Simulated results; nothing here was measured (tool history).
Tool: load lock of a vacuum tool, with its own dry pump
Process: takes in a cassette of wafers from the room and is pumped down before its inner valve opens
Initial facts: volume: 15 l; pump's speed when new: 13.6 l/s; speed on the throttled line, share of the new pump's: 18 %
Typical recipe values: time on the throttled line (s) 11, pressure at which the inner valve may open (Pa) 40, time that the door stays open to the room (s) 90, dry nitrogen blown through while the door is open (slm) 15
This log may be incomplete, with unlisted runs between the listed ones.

run      day  time on the throttled line (s)  pressure at which the inner valve may open (Pa)  time that the door stays open to the room (s)  dry nitrogen blown through while the door is open (slm)  incoming humidity of the room's air, %  time from the closed door until the inner valve may open (s)  rise of the pressure with all valves shut (Pa/min)
  1    0.000                              11                                               40                                             90                                                       15                                    49.2                                                         17.88                                               0.185
  2    7.200                              11                                               40                                             90                                                       15                                    46.7                                                         17.96                                               0.191
  3   16.388                              11                                               68                                             90                                                       15                                    44.9                                                         17.29                                               0.204
  4   23.096                              11                                               68                                             90                                                       15                                    43.7                                                         17.44                                               0.199
  5   35.233                              11                                               40                                             90                                                       15                                    43.5                                                         18.10                                               0.217
  6   42.012                              11                                               40                                             90                                                        4                                    47.4                                                         18.04                                               0.235
  7   48.379                              11                                               40                                             90                                                        4                                    44.8                                                         18.11                                               0.231
  8   54.054                              11                                               40                                             90                                                        4                                    44.0                                                         18.07                                               0.243
  9   61.079                              11                                               40                                             90                                                        4                                    42.9                                                         18.10                                               0.244
 10   69.838                              12                                               42                                             90                                                        4                                    44.3                                                         18.90                                               0.256
 11   76.600                              16                                               29                                             87                                                       15                                    47.8                                                         22.47                                               0.256
 12   82.050                               8                                               37                                             87                                                       15                                    45.5                                                         15.73                                               0.254
 13   92.304                               8                                               37                                             87                                                       15                                    44.2                                                         15.70                                               0.265
 14  102.062                              11                                               30                                             44                                                       15                                    47.8                                                         18.47                                               0.274
 15  112.900                              11                                               40                                             90                                                       24                                    46.9                                                         18.18                                               0.279
 16  124.233                              11                                               40                                             90                                                       24                                    44.2                                                         18.08                                               0.294
 17  132.854                              11                                               45                                             90                                                       16                                    45.1                                                         17.95                                               0.308
 18  144.400                              18                                               44                                             46                                                       16                                    40.0                                                         23.70                                               0.297

Results for each run, recomputed without the tool's hidden state and with each run's random variation untouched:
Unlogged tool condition in this case: pump's speed, % of a new pump's; leak at the door's seal, Pa l/s; drift of the gauge itself on ready_s, %; drift of the gauge itself on rise_pa_min, %.
run  time from the closed door until the inner valve may open (s)  rise of the pressure with all valves shut (Pa/min)
  1                                                         17.58                                               0.045
  2                                                         17.66                                               0.043
  3                                                         17.00                                               0.049
  4                                                         17.15                                               0.040
  5                                                         17.76                                               0.044
  6                                                         17.70                                               0.059
  7                                                         17.76                                               0.051
  8                                                         17.72                                               0.054
  9                                                         17.74                                               0.051
 10                                                         18.54                                               0.052
 11                                                         22.13                                               0.046
 12                                                         15.30                                               0.040
 13                                                         15.27                                               0.044
 14                                                         18.04                                               0.039
 15                                                         17.76                                               0.034
 16                                                         17.65                                               0.036
 17                                                         17.52                                               0.042
 18                                                         23.34                                               0.024
